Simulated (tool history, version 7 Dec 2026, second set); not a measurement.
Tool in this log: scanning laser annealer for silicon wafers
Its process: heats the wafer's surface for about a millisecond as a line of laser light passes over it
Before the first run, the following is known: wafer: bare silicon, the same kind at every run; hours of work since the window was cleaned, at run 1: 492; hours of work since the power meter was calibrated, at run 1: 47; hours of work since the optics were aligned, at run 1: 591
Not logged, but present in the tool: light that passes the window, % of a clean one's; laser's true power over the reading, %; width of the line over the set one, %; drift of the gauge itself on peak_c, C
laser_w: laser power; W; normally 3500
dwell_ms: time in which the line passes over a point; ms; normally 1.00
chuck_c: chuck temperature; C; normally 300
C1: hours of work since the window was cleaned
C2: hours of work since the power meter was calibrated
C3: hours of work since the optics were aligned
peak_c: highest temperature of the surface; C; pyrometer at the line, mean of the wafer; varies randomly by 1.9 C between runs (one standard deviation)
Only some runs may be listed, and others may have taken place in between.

run 1 hour=0.0 | laser_w=3500 dwell_ms=1.00 chuck_c=300 | C1=492 C2=47 C3=591 | peak_c=1103
run 2 hour=84.5 | laser_w=3500 dwell_ms=1.00 chuck_c=300 | C1=529 C2=84 C3=628 | peak_c=1104
run 3 hour=170.8 | laser_w=3500 dwell_ms=1.00 chuck_c=300 | C1=567 C2=121 C3=666 | peak_c=1100
run 4 hour=258.6 | laser_w=3500 dwell_ms=1.00 chuck_c=300 | C1=606 C2=160 C3=705 | peak_c=1096
-- hour=326.8 window over the wafer cleaned
run 5 hour=345.7 | laser_w=3500 dwell_ms=1.00 chuck_c=300 | C1=8 C2=197 C3=742 | peak_c=1137
run 6 hour=387.6 | laser_w=3500 dwell_ms=1.00 chuck_c=300 | C1=27 C2=215 C3=760 | peak_c=1134
run 7 hour=442.6 | laser_w=3500 dwell_ms=1.00 chuck_c=300 | C1=51 C2=240 C3=784 | peak_c=1133
run 8 hour=486.8 | laser_w=3500 dwell_ms=1.00 chuck_c=300 | C1=70 C2=259 C3=804 | peak_c=1133
run 9 hour=562.5 | laser_w=3774 dwell_ms=1.13 chuck_c=332 | C1=103 C2=292 C3=837 | peak_c=1288
run 10 hour=630.6 | laser_w=3815 dwell_ms=0.92 chuck_c=318 | C1=133 C2=322 C3=867 | peak_c=1179
run 11 hour=730.2 | laser_w=3815 dwell_ms=0.92 chuck_c=318 | C1=177 C2=365 C3=910 | peak_c=1176
run 12 hour=814.0 | laser_w=3500 dwell_ms=0.81 chuck_c=300 | C1=213 C2=402 C3=947 | peak_c=1027
run 13 hour=866.4 | laser_w=3500 dwell_ms=0.81 chuck_c=300 | C1=236 C2=425 C3=970 | peak_c=1028
run 14 hour=912.2 | laser_w=3167 dwell_ms=1.00 chuck_c=312 | C1=256 C2=445 C3=990 | peak_c=1048
-- hour=982.5 optics aligned, line set to its width
run 15 hour=1012.6 | laser_w=3605 dwell_ms=0.93 chuck_c=321 | C1=298 C2=487 C3=13 | peak_c=1139

Predict each of these 5 candidate next runs independently; none follows another, all start after run 15:
run A hour=1074.5 | laser_w=3339 dwell_ms=0.84 chuck_c=267 | C1=325 C2=514 C3=40 | peak_c=?
run B hour=1074.5 | laser_w=3500 dwell_ms=0.86 chuck_c=269 | C1=325 C2=514 C3=40 | peak_c=?
run C hour=1074.5 | laser_w=3807 dwell_ms=0.94 chuck_c=300 | C1=325 C2=514 C3=40 | peak_c=?
run D hour=1074.5 | laser_w=3219 dwell_ms=1.01 chuck_c=300 | C1=325 C2=514 C3=40 | peak_c=?
run E hour=1074.5 | laser_w=3334 dwell_ms=0.75 chuck_c=300 | C1=325 C2=514 C3=40 | peak_c=?

run=A peak_c=981
run=B peak_c=1028
run=C peak_c=1172
run=D peak_c=1061
run=E peak_c=971
The same runs, with their run-to-run variation unchanged, on a tool lacking any hidden condition would have given:
run=A peak_c=1000
run=B peak_c=1048
run=C peak_c=1195
run=D peak_c=1082
run=E peak_c=989
